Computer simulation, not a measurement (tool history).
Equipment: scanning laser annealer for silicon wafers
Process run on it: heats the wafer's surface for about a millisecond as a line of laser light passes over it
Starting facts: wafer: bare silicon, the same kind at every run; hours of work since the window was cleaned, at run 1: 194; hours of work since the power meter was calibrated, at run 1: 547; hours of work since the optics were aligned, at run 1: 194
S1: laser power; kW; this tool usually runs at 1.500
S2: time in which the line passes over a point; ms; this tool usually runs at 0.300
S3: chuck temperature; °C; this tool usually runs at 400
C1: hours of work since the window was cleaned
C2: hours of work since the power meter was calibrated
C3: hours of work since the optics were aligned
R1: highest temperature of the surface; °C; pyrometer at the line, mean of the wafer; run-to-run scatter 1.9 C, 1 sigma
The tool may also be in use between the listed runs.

run,hour,S1,S2,S3,C1,C2,C3,R1
1,0.0,1.500,0.300,400,194,547,194,1184
2,20.9,1.500,0.300,400,205,559,205,1178
3,42.7,1.500,0.300,400,217,571,217,1179
4,68.8,1.500,0.300,400,231,585,231,1178
5,95.8,1.500,0.327,400,246,600,246,1215
6,127.0,1.500,0.300,400,263,617,263,1174
7,156.4,1.500,0.300,400,279,633,279,1180
8,176.3,1.500,0.300,383,290,643,290,1160
9,206.2,1.500,0.300,383,306,660,306,1159
10,231.5,1.500,0.236,400,320,673,320,1080
11,272.0,1.500,0.236,400,342,696,342,1079
12,294.4,1.500,0.236,400,354,708,354,1082
13,312.6,1.500,0.236,400,364,718,364,1085
14,334.1,1.500,0.236,400,376,729,376,1081
15,374.1,1.500,0.236,400,398,751,398,1079
16,409.1,1.395,0.300,400,417,770,417,1105
17,448.7,1.395,0.300,400,439,792,439,1106
18,484.8,1.395,0.300,400,458,812,458,1102
19,506.2,1.395,0.300,400,470,823,470,1102
20,543.3,1.646,0.294,385,490,843,490,1238
21,581.4,1.446,0.261,421,511,864,511,1102

Expected results for the next run?
22,609.6,1.289,0.261,421,526,880,526,?

Run 22 produced R1 1011 °C.
Were there no unlogged condition in the tool, this run, its random variation unchanged, would have produced R1 1030 °C.
